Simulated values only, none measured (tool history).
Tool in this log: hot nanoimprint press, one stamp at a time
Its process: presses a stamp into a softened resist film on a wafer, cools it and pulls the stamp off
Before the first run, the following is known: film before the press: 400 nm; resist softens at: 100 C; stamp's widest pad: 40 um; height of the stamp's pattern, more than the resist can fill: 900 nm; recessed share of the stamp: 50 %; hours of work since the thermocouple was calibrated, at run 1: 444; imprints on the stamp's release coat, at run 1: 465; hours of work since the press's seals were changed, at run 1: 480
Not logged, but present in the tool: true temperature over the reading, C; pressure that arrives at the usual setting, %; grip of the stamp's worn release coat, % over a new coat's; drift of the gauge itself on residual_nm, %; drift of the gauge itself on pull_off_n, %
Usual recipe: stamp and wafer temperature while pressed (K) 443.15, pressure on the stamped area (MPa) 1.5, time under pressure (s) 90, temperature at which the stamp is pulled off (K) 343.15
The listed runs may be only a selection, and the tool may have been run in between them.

run,hour,stamp and wafer temperature while pressed (K),pressure on the stamped area (MPa),time under pressure (s),temperature at which the stamp is pulled off (K),hours of work since the thermocouple was calibrated,imprints on the stamp's release coat,hours of work since the press's seals were changed,resist left under the stamp's widest pad (angstrom),greatest force while the stamp is pulled off (N)
1,0,443.15,1.5,90,343.15,444,465,480,1754,275
2,16,443.15,1.5,90,343.15,457,539,493,1766,273
3,28.1,443.15,1.5,90,343.15,467,594,502,1775,297
4,38.9,443.15,1.13,90,343.15,475,644,511,1972,292
# hour 52.9: press's hydraulic seals changed and the load cell set to zero
5,62.1,443.15,1.13,90,349.15,487,714,7,1982,292
6,77.5,443.15,1.13,90,349.15,500,784,20,1985,300
7,93.6,443.15,1.13,90,349.15,512,858,32,1988,305
8,101.4,435.15,1.5,90,343.15,519,894,39,2646,329
9,111.4,435.15,1.5,90,343.15,527,940,47,2661,323
10,124.7,435.15,1.5,90,343.15,537,1001,57,2664,325
11,139.4,435.15,1.1,90,343.15,549,1069,69,2866,330
# hour 146.6: plate thermocouple calibrated
12,153,435.15,1.1,90,343.15,5,1118,77,2660,349
13,159.9,450.15,1.33,144,345.15,11,1149,83,927,331
14,169.7,448.15,2.2,66,335.15,18,1194,91,1166,361
15,180.9,443.15,1.79,90,330.15,27,1246,100,1486,383
# hour 193.3: stamp cleaned and given a new release coat
16,198.4,451.15,1.79,90,330.15,37,24,109,959,257
17,207.4,451.15,1.79,90,330.15,44,65,116,966,258
18,219.1,447.15,2.05,100,335.15,53,119,125,1063,258
19,230.3,447.15,2.05,100,335.15,62,170,134,1069,260
20,246.4,443.15,1.5,90,334.15,75,245,147,1636,255
21,254.2,445.15,1.5,53,344.15,81,280,154,1815,251

Here are 4 independent what-if runs from the current tool condition. What would each one return?
A,268.6,440.15,1.79,78,344.15,93,346,165,?,?
B,268.6,443.15,2.22,62,344.15,93,346,165,?,?
C,268.6,449.15,1.5,67,340.15,93,346,165,?,?
D,268.6,440.15,1.5,53,340.15,93,346,165,?,?

run,resist left under the stamp's widest pad (angstrom),greatest force while the stamp is pulled off (N)
A,1919,262
B,1602,269
C,1331,276
D,2315,275
Stripped of hidden state, with their random variation kept, the same runs would have yielded:
run,resist left under the stamp's widest pad (angstrom),greatest force while the stamp is pulled off (N)
A,1861,234
B,1549,240
C,1291,246
D,2256,245

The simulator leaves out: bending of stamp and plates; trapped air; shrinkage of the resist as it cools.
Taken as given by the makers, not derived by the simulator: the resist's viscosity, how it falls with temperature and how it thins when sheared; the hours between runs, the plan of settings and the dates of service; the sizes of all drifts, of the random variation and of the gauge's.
